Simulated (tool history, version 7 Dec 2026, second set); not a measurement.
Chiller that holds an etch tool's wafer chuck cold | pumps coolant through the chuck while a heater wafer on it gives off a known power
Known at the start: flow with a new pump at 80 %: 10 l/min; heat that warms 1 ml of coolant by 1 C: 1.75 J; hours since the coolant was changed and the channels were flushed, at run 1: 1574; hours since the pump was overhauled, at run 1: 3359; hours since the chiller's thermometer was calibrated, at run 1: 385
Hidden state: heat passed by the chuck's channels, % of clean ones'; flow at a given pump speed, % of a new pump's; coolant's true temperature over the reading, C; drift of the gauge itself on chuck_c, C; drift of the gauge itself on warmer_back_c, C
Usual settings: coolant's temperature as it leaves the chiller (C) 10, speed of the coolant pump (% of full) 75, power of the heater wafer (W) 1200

run	day	coolant's temperature as it leaves the chiller (C)	speed of the coolant pump (% of full)	power of the heater wafer (W)	hours since the coolant was changed and the channels were flushed	hours since the pump was overhauled	hours since the chiller's thermometer was calibrated	chuck's temperature once it has settled (C)	how much warmer the coolant comes back (C)
1	0	10	75	1200	1574	3359	385	19.7	4.38
2	5.258	10	75	1200	1700	3485	511	19.9	4.39
3	8.592	10	75	1200	1780	3565	591	19.9	4.43
4	14.738	10	75	1200	1928	3712	739	20	4.4
5	18.392	10	77	1200	2015	3800	826	19.8	4.34
6	23.696	10	77	1200	2143	3928	954	19.7	4.27
7	27.904	10	77	1200	2244	4029	1055	19.8	4.29
8	30.375	10	75	1200	2303	4088	1114	20	4.37
9	33.183	10	75	1200	2370	4155	1181	19.9	4.32
10	39.242	10	85	1200	2516	4301	1327	19.1	3.88
11	45.067	10	85	1200	2655	4440	1467	19	3.87
12	50.604	10	85	1200	2788	4573	1600	19.2	3.89
13	53.554	10	85	1200	2859	4644	1670	19.1	3.92
14	58.446	10	85	1200	2977	4762	1788	18.9	3.88
15	64.125	10	85	1200	3113	4898	1924	18.9	3.91
16	68.142	10	85	1200	3209	4994	2020	18.9	3.88
17	70.883	10	85	1200	3275	5060	2086	19.2	3.92
18	76.029	10	71	1200	3399	5183	2210	20.4	4.64
19	82	2	75	1200	3542	5327	2353	11.9	4.45
20	85.271	19	78	1272	3620	5405	2432	29.4	4.48
21	89.504	19	78	1272	3722	5507	2533	29.1	4.45
22	92.292	18	85	716	3789	5574	2600	23.3	2.3
23	95.25	15	75	1102	3860	5645	2671	24.1	3.95
24	99.379	1	92	736	3959	5744	2770	6.2	2.2
25	102.754	8	71	715	4040	5825	2851	14	2.75
26	107.35	8	71	715	4150	5935	2961	14.1	2.76
27	110.983	10	94	976	4237	6022	3049	16.7	2.91
28	116.604	10	91	644	4372	6157	3184	14.8	1.94
29	120.446	15	63	1254	4465	6249	3276	26.8	5.41
30	125.733	3	78	1254	4591	6376	3403	12.9	4.45

The next listed run, before its measurement:
31	129.533	13	74	1200	4683	6468	3494	?	?

chuck's temperature once it has settled (C): 23.2
how much warmer the coolant comes back (C): 4.44
Without the tool's hidden state the same run would have given chuck's temperature once it has settled (C) 23.1, how much warmer the coolant comes back (C) 4.44.
